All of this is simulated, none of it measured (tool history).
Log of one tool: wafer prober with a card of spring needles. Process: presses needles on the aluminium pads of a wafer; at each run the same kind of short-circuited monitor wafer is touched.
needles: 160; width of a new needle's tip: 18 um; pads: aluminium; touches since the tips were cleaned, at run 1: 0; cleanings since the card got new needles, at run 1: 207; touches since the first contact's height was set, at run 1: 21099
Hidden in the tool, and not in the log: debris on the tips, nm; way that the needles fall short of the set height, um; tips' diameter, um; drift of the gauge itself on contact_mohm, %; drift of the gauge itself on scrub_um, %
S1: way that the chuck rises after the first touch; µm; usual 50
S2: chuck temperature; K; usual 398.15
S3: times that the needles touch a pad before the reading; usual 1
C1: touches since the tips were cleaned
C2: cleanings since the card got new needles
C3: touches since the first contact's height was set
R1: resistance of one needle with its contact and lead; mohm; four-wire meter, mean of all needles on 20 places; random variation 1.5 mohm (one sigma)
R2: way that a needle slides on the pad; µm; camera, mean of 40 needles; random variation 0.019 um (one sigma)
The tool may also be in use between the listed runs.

run 1 hour=0 | S1=50 S2=398.15 S3=1 | C1=0 C2=207 C3=21099 | R1=146 R2=11.16
-- hour=14.4 tips cleaned on abrasive film
-- hour=25.9 tips cleaned on abrasive film
-- hour=40.3 tips cleaned on abrasive film
-- hour=54.7 tips cleaned on abrasive film
-- hour=66.2 tips cleaned on abrasive film
run 2 hour=68 | S1=50 S2=398.15 S3=2 | C1=758 C2=212 C3=49298 | R1=147 R2=11.16
-- hour=79.6 tips cleaned on abrasive film
-- hour=94 tips cleaned on abrasive film
-- hour=108.3 tips cleaned on abrasive film
-- hour=122.7 tips cleaned on abrasive film
-- hour=137.1 tips cleaned on abrasive film
run 3 hour=138.5 | S1=50 S2=398.15 S3=1 | C1=562 C2=217 C3=78494 | R1=144 R2=11.19
-- hour=150 tips cleaned on abrasive film
-- hour=164.4 tips cleaned on abrasive film
-- hour=177.3 tips cleaned on abrasive film
run 4 hour=177.3 | S1=32 S2=398.15 S3=1 | C1=0 C2=220 C3=94573 | R1=169 R2=7.16
-- hour=191.7 tips cleaned on abrasive film
-- hour=203.4 height of the first contact set anew
-- hour=206.3 tips cleaned on abrasive film
-- hour=220.7 tips cleaned on abrasive film
run 5 hour=231.8 | S1=32 S2=398.15 S3=1 | C1=4624 C2=223 C3=11783 | R1=167 R2=7.17
-- hour=234.8 tips cleaned on abrasive film
-- hour=249.2 tips cleaned on abrasive film
-- hour=263.5 tips cleaned on abrasive film
-- hour=277.9 tips cleaned on abrasive film
-- hour=292.3 tips cleaned on abrasive film
-- hour=306.7 tips cleaned on abrasive film
run 6 hour=307.8 | S1=32 S2=398.15 S3=1 | C1=438 C2=229 C3=43242 | R1=169 R2=7.19
-- hour=319.3 tips cleaned on abrasive film
-- hour=330.8 tips cleaned on abrasive film
-- hour=345.2 tips cleaned on abrasive film
-- hour=359.6 tips cleaned on abrasive film
-- hour=374 tips cleaned on abrasive film
run 7 hour=378.4 | S1=32 S2=398.15 S3=1 | C1=1867 C2=234 C3=72549 | R1=165 R2=7.21
-- hour=387.1 tips cleaned on abrasive film
-- hour=401.5 tips cleaned on abrasive film
-- hour=415.9 tips cleaned on abrasive film
-- hour=427.9 card fitted with new needles
run 8 hour=436.8 | S1=32 S2=398.15 S3=1 | C1=3707 C2=0 C3=3707 | R1=165 R2=7.19
-- hour=439.7 tips cleaned on abrasive film
-- hour=454.1 tips cleaned on abrasive film
-- hour=468.5 tips cleaned on abrasive film
-- hour=482.9 tips cleaned on abrasive film
-- hour=497.3 tips cleaned on abrasive film
run 9 hour=502.9 | S1=32 S2=398.15 S3=1 | C1=2328 C2=5 C3=31090 | R1=168 R2=7.19
-- hour=511.5 tips cleaned on abrasive film
-- hour=525.9 tips cleaned on abrasive film
run 10 hour=533.4 | S1=50 S2=398.15 S3=1 | C1=3109 C2=7 C3=43744 | R1=148 R2=11.24
-- hour=539.2 tips cleaned on abrasive film
-- hour=553.6 tips cleaned on abrasive film
-- hour=568 tips cleaned on abrasive film
run 11 hour=578.2 | S1=50 S2=398.15 S3=1 | C1=4272 C2=10 C3=62334 | R1=146 R2=11.28
-- hour=581.1 tips cleaned on abrasive film
-- hour=595.5 tips cleaned on abrasive film
-- hour=609.9 tips cleaned on abrasive film
-- hour=621.4 tips cleaned on abrasive film
-- hour=635.8 tips cleaned on abrasive film
run 12 hour=636.7 | S1=50 S2=398.15 S3=1 | C1=358 C2=15 C3=86554 | R1=141 R2=11.27
-- hour=648.2 tips cleaned on abrasive film
-- hour=662.6 tips cleaned on abrasive film
run 13 hour=671.7 | S1=55 S2=339.15 S3=2 | C1=3776 C2=17 C3=101067 | R1=136 R2=12.44
-- hour=674.6 tips cleaned on abrasive film
-- hour=680.6 height of the first contact set anew
-- hour=689.3 tips cleaned on abrasive film
-- hour=703.7 tips cleaned on abrasive film
-- hour=718.1 tips cleaned on abrasive film
-- hour=732.5 tips cleaned on abrasive film
run 14 hour=743.4 | S1=45 S2=302.15 S3=2 | C1=4553 C2=22 C3=26028 | R1=135 R2=10.16
-- hour=746.3 tips cleaned on abrasive film
-- hour=760.7 tips cleaned on abrasive film
-- hour=775.1 tips cleaned on abrasive film
-- hour=789.5 tips cleaned on abrasive film
-- hour=801 tips cleaned on abrasive film
run 15 hour=805 | S1=45 S2=325.15 S3=1 | C1=1673 C2=27 C3=51563 | R1=134 R2=10.21
-- hour=813.7 tips cleaned on abrasive film
-- hour=825.2 tips cleaned on abrasive film
-- hour=839.6 tips cleaned on abrasive film
-- hour=854 tips cleaned on abrasive film
-- hour=868.4 tips cleaned on abrasive film
run 16 hour=877.9 | S1=60 S2=306.15 S3=2 | C1=3950 C2=32 C3=81760 | R1=125 R2=13.63
-- hour=880.8 tips cleaned on abrasive film
-- hour=895.2 tips cleaned on abrasive film
-- hour=909.6 tips cleaned on abrasive film
run 17 hour=915.9 | S1=60 S2=306.15 S3=2 | C1=2628 C2=35 C3=97513 | R1=126 R2=13.6
-- hour=921.7 tips cleaned on abrasive film
-- hour=933.4 height of the first contact set anew
-- hour=936.4 tips cleaned on abrasive film
-- hour=950.8 tips cleaned on abrasive film
-- hour=965.2 tips cleaned on abrasive film
run 18 hour=965.9 | S1=66 S2=299.15 S3=2 | C1=325 C2=39 C3=13449 | R1=123 R2=14.96
-- hour=977.5 tips cleaned on abrasive film
-- hour=991.9 tips cleaned on abrasive film
-- hour=1003.4 tips cleaned on abrasive film
run 19 hour=1011.8 | S1=66 S2=332.15 S3=3 | C1=3508 C2=42 C3=32469 | R1=127 R2=15
-- hour=1017.6 tips cleaned on abrasive film
-- hour=1029.1 tips cleaned on abrasive film
-- hour=1043.5 tips cleaned on abrasive film
-- hour=1057.9 tips cleaned on abrasive film
-- hour=1072.3 tips cleaned on abrasive film
-- hour=1086.2 tips cleaned on abrasive film
run 20 hour=1086.2 | S1=37 S2=329.15 S3=1 | C1=0 C2=48 C3=63268 | R1=145 R2=8.42
-- hour=1100.6 tips cleaned on abrasive film
-- hour=1114.9 tips cleaned on abrasive film
-- hour=1129.3 tips cleaned on abrasive film
-- hour=1143.7 tips cleaned on abrasive film
run 21 hour=1152.7 | S1=37 S2=307.15 S3=3 | C1=3733 C2=52 C3=90862 | R1=140 R2=8.39
-- hour=1155.6 tips cleaned on abrasive film
-- hour=1170 tips cleaned on abrasive film
-- hour=1184.4 tips cleaned on abrasive film
-- hour=1187.5 height of the first contact set anew
-- hour=1199.1 tips cleaned on abrasive film
run 22 hour=1202.8 | S1=50 S2=398.15 S3=2 | C1=1570 C2=56 C3=6342 | R1=149 R2=11.39
-- hour=1211.5 tips cleaned on abrasive film
-- hour=1225.9 tips cleaned on abrasive film
-- hour=1240.3 tips cleaned on abrasive film
-- hour=1243.1 gauge calibrated
-- hour=1253 tips cleaned on abrasive film
run 23 hour=1253 | S1=34 S2=372.15 S3=2 | C1=0 C2=60 C3=27131 | R1=158 R2=7.6
-- hour=1267.4 tips cleaned on abrasive film
-- hour=1281.8 tips cleaned on abrasive film
-- hour=1296.2 tips cleaned on abrasive film
-- hour=1307.7 tips cleaned on abrasive film
run 24 hour=1313.5 | S1=34 S2=372.15 S3=2 | C1=2435 C2=64 C3=52235 | R1=155 R2=7.59

Forecast each of these 5 alternatives for the next run:
-- hour=1319.3 tips cleaned on abrasive film
-- hour=1333.7 tips cleaned on abrasive film
-- hour=1348.1 tips cleaned on abrasive film
run A hour=1353.2 | S1=50 S2=339.15 S3=1 | C1=2100 C2=67 C3=68644 | R1=? R2=?
-- hour=1319.3 tips cleaned on abrasive film
-- hour=1333.7 tips cleaned on abrasive film
-- hour=1348.1 tips cleaned on abrasive film
run B hour=1353.2 | S1=40 S2=317.15 S3=2 | C1=2100 C2=67 C3=68644 | R1=? R2=?
-- hour=1319.3 tips cleaned on abrasive film
-- hour=1333.7 tips cleaned on abrasive film
-- hour=1348.1 tips cleaned on abrasive film
run C hour=1353.2 | S1=50 S2=398.15 S3=3 | C1=2100 C2=67 C3=68644 | R1=? R2=?
-- hour=1319.3 tips cleaned on abrasive film
-- hour=1333.7 tips cleaned on abrasive film
-- hour=1348.1 tips cleaned on abrasive film
run D hour=1353.2 | S1=56 S2=398.15 S3=1 | C1=2100 C2=67 C3=68644 | R1=? R2=?
-- hour=1319.3 tips cleaned on abrasive film
-- hour=1333.7 tips cleaned on abrasive film
-- hour=1348.1 tips cleaned on abrasive film
run E hour=1353.2 | S1=40 S2=304.15 S3=3 | C1=2100 C2=67 C3=68644 | R1=? R2=?

run=A R1=135 R2=11.19
run=B R1=139 R2=8.92
run=C R1=148 R2=11.22
run=D R1=145 R2=12.53
run=E R1=138 R2=8.96
Without the tool's hidden state the same runs would have given:
run=A R1=135 R2=11.17
run=B R1=139 R2=8.91
run=C R1=148 R2=11.2
run=D R1=144 R2=12.51
run=E R1=138 R2=8.94

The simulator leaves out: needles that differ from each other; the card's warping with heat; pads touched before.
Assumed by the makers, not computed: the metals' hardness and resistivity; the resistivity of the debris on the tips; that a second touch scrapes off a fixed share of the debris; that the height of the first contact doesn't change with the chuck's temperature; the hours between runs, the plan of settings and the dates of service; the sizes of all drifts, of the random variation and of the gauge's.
